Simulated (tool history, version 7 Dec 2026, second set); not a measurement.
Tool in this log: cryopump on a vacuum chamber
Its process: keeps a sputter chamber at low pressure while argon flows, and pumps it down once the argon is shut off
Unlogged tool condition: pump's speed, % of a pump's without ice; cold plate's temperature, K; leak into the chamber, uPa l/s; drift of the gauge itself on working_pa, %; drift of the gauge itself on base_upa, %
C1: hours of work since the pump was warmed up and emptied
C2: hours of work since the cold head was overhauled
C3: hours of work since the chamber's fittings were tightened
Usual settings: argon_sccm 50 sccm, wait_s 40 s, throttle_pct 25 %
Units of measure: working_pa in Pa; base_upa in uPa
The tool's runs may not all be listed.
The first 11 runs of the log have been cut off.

{"run": 12, "day": 7.95, "argon_sccm": 50, "wait_s": 20, "throttle_pct": 25, "C1": 332, "C2": 332, "C3": 114, "working_pa": 0.1967, "base_upa": 1.61}
{"run": 13, "day": 8.683, "argon_sccm": 27, "wait_s": 40, "throttle_pct": 25, "C1": 344, "C2": 344, "C3": 126, "working_pa": 0.1076, "base_upa": 0.94}
{"run": 14, "day": 9.583, "argon_sccm": 27, "wait_s": 40, "throttle_pct": 16, "C1": 358, "C2": 358, "C3": 140, "working_pa": 0.1627, "base_upa": 0.93}
{"run": 15, "day": 10.371, "argon_sccm": 27, "wait_s": 40, "throttle_pct": 16, "C1": 370, "C2": 370, "C3": 152, "working_pa": 0.1631, "base_upa": 0.96}
{"run": 16, "day": 10.917, "argon_sccm": 50, "wait_s": 40, "throttle_pct": 25, "C1": 378, "C2": 378, "C3": 160, "working_pa": 0.199, "base_upa": 0.99}
{"run": 17, "day": 11.621, "argon_sccm": 24, "wait_s": 291, "throttle_pct": 21, "C1": 389, "C2": 389, "C3": 171, "working_pa": 0.1125, "base_upa": 0.37}
{"day": 12.217, "done": "pump warmed up, emptied and cooled again"}
{"run": 18, "day": 12.383, "argon_sccm": 50, "wait_s": 63, "throttle_pct": 25, "C1": 3, "C2": 398, "C3": 180, "working_pa": 0.1828, "base_upa": 0.68}
{"run": 19, "day": 13.325, "argon_sccm": 84, "wait_s": 64, "throttle_pct": 42, "C1": 17, "C2": 412, "C3": 195, "working_pa": 0.185, "base_upa": 0.67}
{"run": 20, "day": 13.938, "argon_sccm": 31, "wait_s": 30, "throttle_pct": 26, "C1": 27, "C2": 422, "C3": 204, "working_pa": 0.1093, "base_upa": 1.09}
{"run": 21, "day": 14.446, "argon_sccm": 89, "wait_s": 285, "throttle_pct": 17, "C1": 35, "C2": 430, "C3": 212, "working_pa": 0.4848, "base_upa": 0.33}
{"run": 22, "day": 15.446, "argon_sccm": 50, "wait_s": 71, "throttle_pct": 23, "C1": 50, "C2": 445, "C3": 228, "working_pa": 0.203, "base_upa": 0.62}
{"run": 23, "day": 16.446, "argon_sccm": 78, "wait_s": 65, "throttle_pct": 42, "C1": 66, "C2": 461, "C3": 243, "working_pa": 0.175, "base_upa": 0.67}
{"run": 24, "day": 17.188, "argon_sccm": 50, "wait_s": 40, "throttle_pct": 18, "C1": 77, "C2": 472, "C3": 255, "working_pa": 0.2581, "base_upa": 0.93}
{"run": 25, "day": 17.971, "argon_sccm": 62, "wait_s": 73, "throttle_pct": 28, "C1": 89, "C2": 485, "C3": 267, "working_pa": 0.2072, "base_upa": 0.62}
{"run": 26, "day": 18.95, "argon_sccm": 35, "wait_s": 48, "throttle_pct": 18, "C1": 105, "C2": 500, "C3": 282, "working_pa": 0.1805, "base_upa": 0.8}
{"run": 27, "day": 19.575, "argon_sccm": 33, "wait_s": 108, "throttle_pct": 20, "C1": 114, "C2": 510, "C3": 292, "working_pa": 0.1547, "base_upa": 0.52}
{"run": 28, "day": 20.533, "argon_sccm": 69, "wait_s": 40, "throttle_pct": 43, "C1": 129, "C2": 524, "C3": 307, "working_pa": 0.1537, "base_upa": 0.94}
{"run": 29, "day": 21.154, "argon_sccm": 69, "wait_s": 40, "throttle_pct": 32, "C1": 139, "C2": 534, "C3": 316, "working_pa": 0.2055, "base_upa": 0.93}
{"run": 30, "day": 22.192, "argon_sccm": 69, "wait_s": 28, "throttle_pct": 47, "C1": 155, "C2": 550, "C3": 332, "working_pa": 0.1434, "base_upa": 1.24}
{"run": 31, "day": 23.196, "argon_sccm": 62, "wait_s": 62, "throttle_pct": 28, "C1": 171, "C2": 566, "C3": 348, "working_pa": 0.2121, "base_upa": 0.71}

What if the next run were any one of these 4? Each begins from the tool's condition after run 31:
{"run": "A", "day": 23.638, "argon_sccm": 23, "wait_s": 58, "throttle_pct": 17, "C1": 178, "C2": 573, "C3": 355, "working_pa": "?", "base_upa": "?"}
{"run": "B", "day": 23.638, "argon_sccm": 83, "wait_s": 40, "throttle_pct": 40, "C1": 178, "C2": 573, "C3": 355, "working_pa": "?", "base_upa": "?"}
{"run": "C", "day": 23.638, "argon_sccm": 37, "wait_s": 82, "throttle_pct": 34, "C1": 178, "C2": 573, "C3": 355, "working_pa": "?", "base_upa": "?"}
{"run": "D", "day": 23.638, "argon_sccm": 32, "wait_s": 27, "throttle_pct": 25, "C1": 178, "C2": 573, "C3": 355, "working_pa": "?", "base_upa": "?"}

run=A working_pa=0.1262 base_upa=0.76
run=B working_pa=0.2026 base_upa=0.98
run=C working_pa=0.1062 base_upa=0.63
run=D working_pa=0.1222 base_upa=1.28
Without the tool's hidden state the same runs would have given:
run=A working_pa=0.1228 base_upa=0.62
run=B working_pa=0.1905 base_upa=0.84
run=C working_pa=0.1008 base_upa=0.49
run=D working_pa=0.1175 base_upa=1.14
